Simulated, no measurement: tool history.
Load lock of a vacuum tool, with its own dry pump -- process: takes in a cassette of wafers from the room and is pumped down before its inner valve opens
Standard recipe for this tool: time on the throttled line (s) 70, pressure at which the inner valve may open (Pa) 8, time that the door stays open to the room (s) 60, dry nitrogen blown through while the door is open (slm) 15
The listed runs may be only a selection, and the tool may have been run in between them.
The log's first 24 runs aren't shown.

run     hour  time on the throttled line (s)  pressure at which the inner valve may open (Pa)  time that the door stays open to the room (s)  dry nitrogen blown through while the door is open (slm)  incoming humidity of the room's air, %  time from the closed door until the inner valve may open (s)  rise of the pressure with all valves shut (Pa/min)
 25   6833.2                              56                                                8                                             44                                                        5                                    47.4                                                            86                                               0.234
 26   7234.8                              47                                                9                                             60                                                       15                                    44.2                                                            78                                               0.254
 27   7639.4                              71                                               12                                            129                                                        7                                    42.4                                                          98.6                                               0.293
 28   7932.3                              71                                               16                                             26                                                        7                                    43.2                                                          98.5                                               0.283
 29   8239.2                              70                                               11                                             60                                                       15                                      43                                                          97.9                                               0.303
      8555.3  -- door's seal changed, seat wiped
 30   8661.2                              42                                                6                                            146                                                        8                                    47.2                                                          75.2                                               0.063
 31     9031                              42                                                6                                            146                                                        8                                    46.1                                                          75.2                                               0.065
 32   9343.9                              56                                               11                                            146                                                       18                                    44.5                                                          85.8                                               0.055
 33   9718.8                              56                                               11                                            146                                                       18                                    45.8                                                          85.5                                               0.061
 34   9947.2                              56                                                7                                             33                                                       18                                    43.9                                                          88.5                                                0.03
 35  10315.9                              97                                                8                                            130                                                       18                                    41.2                                                         123.4                                               0.065
 36  10628.8                              97                                                8                                            130                                                       18                                    42.2                                                         123.3                                               0.077
 37  10872.5                              69                                                8                                            130                                                       10                                    45.3                                                          98.7                                               0.093

Here are 3 independent what-if runs from the current tool condition. What would each one return?
  A  11157                              88                                                7                                             37                                                       10                                    42.4                                                             ?                                                   ?
  B  11157                              82                                                8                                             43                                                       10                                    46.6                                                             ?                                                   ?
  C  11157                              69                                                9                                            130                                                       10                                    41.3                                                             ?                                                   ?

run  time from the closed door until the inner valve may open (s)  rise of the pressure with all valves shut (Pa/min)
  A                                                         117.8                                               0.061
  B                                                         111.2                                                0.07
  C                                                          98.3                                               0.088
With no hidden state in the tool, these same runs would have given:
run  time from the closed door until the inner valve may open (s)  rise of the pressure with all valves shut (Pa/min)
  A                                                         113.6                                               0.017
  B                                                           107                                               0.026
  C                                                          94.1                                               0.044

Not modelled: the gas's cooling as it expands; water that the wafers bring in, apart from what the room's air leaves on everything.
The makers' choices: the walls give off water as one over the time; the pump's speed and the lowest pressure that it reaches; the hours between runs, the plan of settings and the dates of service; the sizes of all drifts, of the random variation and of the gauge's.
